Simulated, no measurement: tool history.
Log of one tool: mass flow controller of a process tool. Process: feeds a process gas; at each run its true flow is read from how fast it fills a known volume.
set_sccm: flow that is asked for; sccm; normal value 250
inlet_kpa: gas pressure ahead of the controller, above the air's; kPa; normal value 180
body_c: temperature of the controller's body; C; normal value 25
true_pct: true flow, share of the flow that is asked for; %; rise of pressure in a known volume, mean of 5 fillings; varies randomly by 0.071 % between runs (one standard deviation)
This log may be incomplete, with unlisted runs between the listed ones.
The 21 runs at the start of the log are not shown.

run      day  set_sccm  inlet_kpa  body_c  true_pct
 22  235.808       319        180      25     99.75
 23  250.738       228        245      23     98.93
     259.179  -- controller's zero set anew, once more
 24  259.179       454        224      38    101.13
 25  269.608       287        180      25    100.89
 26  284.646       250        180      35    101.09
 27   298.05       250        180      38    101.15
 28  311.617       250        180      38    101.14
 29  327.254       229        258      40    100.69
 30  341.504       458        181      28    101.21
 31  357.354       458        181      28    101.15
 32  363.775       116        236      39    100.51
 33  370.858       116        236      39     100.5
 34  383.858       434        180      40    101.49
 35  395.171       250        180      27    100.86
 36  406.725       250        198      32    100.82
 37  414.758       250        201      38    101.04
 38   430.55       380        241      30    100.99
 39  437.862       145        176      34    100.69
 40  452.262       186        206      23    100.49
 41  464.342       186        206      23    100.44
 42  470.996        87        180      25      99.6
 43  477.408       398        180      25     101.1

Alternative continuations, all from the tool just after run 43; predict every row:
  A  486.321       250        190      21         ?
  B  486.321        76        180      26         ?
  C  486.321       150        170      21         ?
  D  486.321       240        279      34         ?
  E  486.321       445        241      31         ?

run  true_pct
  A    100.73
  B     99.42
  C    100.41
  D    100.58
  E    101.11
The same runs, with their run-to-run variation unchanged, on a tool lacking any hidden condition would have given:
run  true_pct
  A     99.83
  B      99.9
  C     99.91
  D     99.71
  E     99.95
